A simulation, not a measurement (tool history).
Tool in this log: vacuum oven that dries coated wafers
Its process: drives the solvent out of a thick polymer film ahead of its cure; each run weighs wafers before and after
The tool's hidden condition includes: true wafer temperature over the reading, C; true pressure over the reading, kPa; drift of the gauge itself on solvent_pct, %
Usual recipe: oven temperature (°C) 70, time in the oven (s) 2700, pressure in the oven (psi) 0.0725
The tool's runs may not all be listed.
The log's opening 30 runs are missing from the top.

run	day	oven temperature (°C)	time in the oven (s)	pressure in the oven (psi)	hours of work since the thermocouples were calibrated	hours of work since the vacuum gauge was cleaned of residue	solvent left in the film (%)
31	52.875	70	3540	0.0725	967	2687	1.86
32	54.046	60	2700	0.0978	989	2708	4.65
33	55.117	60	4320	0.0978	1008	2728	2.85
34	57.662	64	2100	0.0725	1055	2775	4.89
# day 59.396: vacuum gauge cleaned of residue and calibrated
35	60.088	64	2580	0.0725	1098	13	4.02
# day 61.608: oven's thermocouples calibrated
36	61.608	64	2580	0.0725	0	39	4.06
37	63.154	70	2700	0.0526	28	68	2.75
38	64.971	70	2700	0.0526	62	101	2.77
39	66.3	70	2820	0.0518	86	125	2.58

Here are 4 independent what-if runs from the current tool condition. What would each one return?
A	68.808	70	1620	0.05	132	172	?
B	68.808	59	2700	0.0725	132	172	?
C	68.808	70	3420	0.0725	132	172	?
D	68.808	70	2820	0.211	132	172	?

run	solvent left in the film (%)
A	4.82
B	4.82
C	1.97
D	2.88
What these runs would have given with no unlogged condition in the tool:
run	solvent left in the film (%)
A	4.82
B	4.83
C	1.97
D	2.88

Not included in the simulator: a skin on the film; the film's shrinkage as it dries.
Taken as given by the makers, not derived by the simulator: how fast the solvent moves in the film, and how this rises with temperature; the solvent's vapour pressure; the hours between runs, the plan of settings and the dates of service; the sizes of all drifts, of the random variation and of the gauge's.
